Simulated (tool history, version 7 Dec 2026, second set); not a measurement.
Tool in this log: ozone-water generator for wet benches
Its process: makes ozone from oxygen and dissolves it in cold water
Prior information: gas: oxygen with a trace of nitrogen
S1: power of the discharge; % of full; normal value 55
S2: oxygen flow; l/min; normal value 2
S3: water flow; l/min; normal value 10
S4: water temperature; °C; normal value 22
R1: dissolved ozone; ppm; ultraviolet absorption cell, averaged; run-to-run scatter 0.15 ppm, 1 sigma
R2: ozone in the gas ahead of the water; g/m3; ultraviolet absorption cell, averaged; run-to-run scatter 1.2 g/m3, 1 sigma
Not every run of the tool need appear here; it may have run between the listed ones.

run 1 day=0 | S1=55 S2=2 S3=10 S4=22 | R1=18.7 R2=218.1
run 2 day=3.208 | S1=55 S2=2 S3=10 S4=22 | R1=18.8 R2=217.4
run 3 day=6.683 | S1=43 S2=2 S3=10 S4=22 | R1=15.3 R2=177.1
run 4 day=12.375 | S1=43 S2=2 S3=10 S4=22 | R1=15.4 R2=180
run 5 day=16.429 | S1=43 S2=2 S3=10 S4=22 | R1=15.1 R2=178
run 6 day=20.804 | S1=55 S2=2 S3=10 S4=22 | R1=18.7 R2=217.3
run 7 day=24.646 | S1=55 S2=2 S3=10 S4=22 | R1=18.7 R2=214
run 8 day=27.725 | S1=55 S2=2 S3=10 S4=22 | R1=18.7 R2=216.6
run 9 day=33.042 | S1=55 S2=2 S3=10 S4=22 | R1=18.8 R2=214.8
run 10 day=37.942 | S1=55 S2=2 S3=10 S4=22 | R1=18.6 R2=215.5
run 11 day=44.238 | S1=55 S2=2 S3=10 S4=22 | R1=18.4 R2=215.2
run 12 day=50.842 | S1=55 S2=2 S3=10 S4=22 | R1=18.5 R2=214.2
run 13 day=54.788 | S1=45 S2=2 S3=10 S4=22 | R1=15.5 R2=181.8
run 14 day=58.612 | S1=45 S2=2 S3=10 S4=22 | R1=15.7 R2=181
run 15 day=61.592 | S1=45 S2=2 S3=10 S4=22 | R1=15.3 R2=181.2
run 16 day=66.679 | S1=55 S2=2 S3=10 S4=22 | R1=18.1 R2=214.9
run 17 day=69.688 | S1=55 S2=2 S3=10 S4=22 | R1=18.1 R2=212.7
run 18 day=72.554 | S1=55 S2=2 S3=10 S4=22 | R1=18.4 R2=214.8
run 19 day=76.721 | S1=41 S2=1.91 S3=12 S4=18 | R1=12.5 R2=170.9
run 20 day=82.075 | S1=42 S2=1.55 S3=7 S4=18 | R1=20.3 R2=190.6
run 21 day=88.367 | S1=42 S2=1.55 S3=7 S4=18 | R1=20.2 R2=189.1
run 22 day=91.3 | S1=42 S2=1.55 S3=7 S4=18 | R1=20.1 R2=191.1
run 23 day=97.383 | S1=42 S2=1.55 S3=7 S4=18 | R1=20.1 R2=192.3
run 24 day=100.108 | S1=42 S2=1.55 S3=7 S4=18 | R1=20 R2=189.2
run 25 day=106.446 | S1=42 S2=1.55 S3=7 S4=18 | R1=19.9 R2=189.2
run 26 day=112.671 | S1=83 S2=2.17 S3=10 S4=22 | R1=24.9 R2=281.7
run 27 day=116.758 | S1=44 S2=2.17 S3=13 S4=22 | R1=12.1 R2=169.4
run 28 day=120.942 | S1=73 S2=1.45 S3=13 S4=18 | R1=16.2 R2=299.1
run 29 day=127.15 | S1=73 S2=1.45 S3=13 S4=18 | R1=16.2 R2=299
run 30 day=131.404 | S1=70 S2=1.45 S3=9 S4=18 | R1=23.3 R2=286.2
run 31 day=137.35 | S1=70 S2=1.45 S3=9 S4=18 | R1=23.3 R2=287.9
run 32 day=143.662 | S1=70 S2=1.45 S3=9 S4=18 | R1=23.1 R2=286.7
run 33 day=148.483 | S1=47 S2=1.58 S3=9 S4=18 | R1=16.9 R2=202.9

Removed from this log: 1 entry logged between the listed runs. Between which two listed runs does each belong, and how does the tool's hidden state at the listed run before it compare with that at the listed run after it?
Runs 5 to 6: water thermometer calibrated (day 20.55)
  yield of the discharge, % of new electrodes': 99 -> 98.8; contactor's efficiency, % of a clean one's: 94.8 -> 94.7; true water temperature over the reading, C: 0.27 -> 0
  measured value less the no-hidden-state value, R1: -0.5 -> -0.7 ppm; R2: -1.1 -> -2.1 g/m3

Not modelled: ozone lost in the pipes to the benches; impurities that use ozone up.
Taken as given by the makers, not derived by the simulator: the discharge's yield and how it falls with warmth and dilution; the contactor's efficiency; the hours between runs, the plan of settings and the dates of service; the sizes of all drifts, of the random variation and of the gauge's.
